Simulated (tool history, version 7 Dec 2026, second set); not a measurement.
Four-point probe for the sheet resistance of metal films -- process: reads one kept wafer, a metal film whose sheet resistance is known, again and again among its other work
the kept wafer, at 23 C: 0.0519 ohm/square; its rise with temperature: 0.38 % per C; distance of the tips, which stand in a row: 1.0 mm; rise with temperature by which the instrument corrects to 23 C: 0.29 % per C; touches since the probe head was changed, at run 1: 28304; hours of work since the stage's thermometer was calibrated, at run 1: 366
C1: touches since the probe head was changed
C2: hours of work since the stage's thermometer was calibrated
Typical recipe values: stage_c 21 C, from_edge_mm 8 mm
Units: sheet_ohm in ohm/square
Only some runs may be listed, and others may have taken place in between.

Run 1, day 0.000: usual settings; C1 28304; C2 366. Result: sheet_ohm 0.052243 ohm/square.
Run 2, day 1.238: usual settings; C1 29956; C2 387. Result: sheet_ohm 0.052254 ohm/square.
Run 3, day 1.900: usual settings but from_edge_mm 19 mm; C1 30839; C2 399. Result: sheet_ohm 0.051886 ohm/square.
Run 4, day 2.588: usual settings; C1 31755; C2 410. Result: sheet_ohm 0.052256 ohm/square.
Run 5, day 3.625: usual settings; C1 33138; C2 428. Result: sheet_ohm 0.052259 ohm/square.
Run 6, day 4.900: usual settings; C1 34838; C2 450. Result: sheet_ohm 0.052224 ohm/square.
Run 7, day 5.988: usual settings; C1 36292; C2 469. Result: sheet_ohm 0.052255 ohm/square.
Run 8, day 7.188: usual settings but from_edge_mm 21 mm; C1 37896; C2 490. Result: sheet_ohm 0.051860 ohm/square.
Run 9, day 8.267: usual settings but from_edge_mm 21 mm; C1 39333; C2 508. Result: sheet_ohm 0.051875 ohm/square.
Run 10, day 8.871: usual settings but from_edge_mm 21 mm; C1 40137; C2 519. Result: sheet_ohm 0.051858 ohm/square.
Run 11, day 10.117: usual settings; C1 41802; C2 540. Result: sheet_ohm 0.052265 ohm/square.
Run 12, day 10.879: usual settings; C1 42821; C2 553. Result: sheet_ohm 0.052230 ohm/square.
Run 13, day 11.458: usual settings; C1 43590; C2 563. Result: sheet_ohm 0.052243 ohm/square.
Run 14, day 12.738: usual settings; C1 45299; C2 585. Result: sheet_ohm 0.052248 ohm/square.
Run 15, day 13.700: usual settings; C1 46580; C2 602. Result: sheet_ohm 0.052233 ohm/square.
Run 16, day 14.992: usual settings; C1 48306; C2 624. Result: sheet_ohm 0.052234 ohm/square.
Run 17, day 16.179: usual settings; C1 49887; C2 645. Result: sheet_ohm 0.052250 ohm/square.
Run 18, day 17.004: usual settings but from_edge_mm 11 mm; C1 50989; C2 659. Result: sheet_ohm 0.052057 ohm/square.
Run 19, day 17.579: usual settings but stage_c 25 C; C1 51756; C2 669. Result: sheet_ohm 0.052429 ohm/square.
Run 20, day 18.550: usual settings but stage_c 25 C, from_edge_mm 17 mm; C1 53050; C2 686. Result: sheet_ohm 0.052090 ohm/square.
Run 21, day 19.354: usual settings but stage_c 25 C, from_edge_mm 17 mm; C1 54124; C2 699. Result: sheet_ohm 0.052082 ohm/square.
Run 22, day 20.592: usual settings but stage_c 25 C, from_edge_mm 17 mm; C1 55776; C2 721. Result: sheet_ohm 0.052089 ohm/square.
Run 23, day 21.746: usual settings but stage_c 24 C, from_edge_mm 67 mm; C1 57318; C2 741. Result: sheet_ohm 0.051955 ohm/square.
Run 24, day 22.521: usual settings but stage_c 28 C, from_edge_mm 67 mm; C1 58349; C2 754. Result: sheet_ohm 0.052136 ohm/square.
Run 25, day 23.446: usual settings but stage_c 27 C; C1 59585; C2 770. Result: sheet_ohm 0.052531 ohm/square.
Run 26, day 24.104: usual settings but stage_c 27 C; C1 60461; C2 781. Result: sheet_ohm 0.052521 ohm/square.
Run 27, day 24.938: usual settings but stage_c 20 C, from_edge_mm 71 mm; C1 61572; C2 796. Result: sheet_ohm 0.051792 ohm/square.
Run 28, day 26.229: usual settings but stage_c 20 C, from_edge_mm 71 mm; C1 63298; C2 818. Result: sheet_ohm 0.051789 ohm/square.
Run 29, day 27.417: usual settings but stage_c 20 C, from_edge_mm 71 mm; C1 64880; C2 838. Result: sheet_ohm 0.051772 ohm/square.
Run 30, day 28.650: usual settings but stage_c 22 C; C1 66525; C2 860. Result: sheet_ohm 0.052298 ohm/square.

For run 31, what comes out?
Run 31, day 29.546: usual settings but stage_c 33 C, from_edge_mm 59 mm; C1 67721; C2 875. Result: sheet_ohm ?.

sheet_ohm: 0.052349 ohm/square
Had the tool carried no hidden state, the very same run would have given sheet_ohm 0.052344 ohm/square.
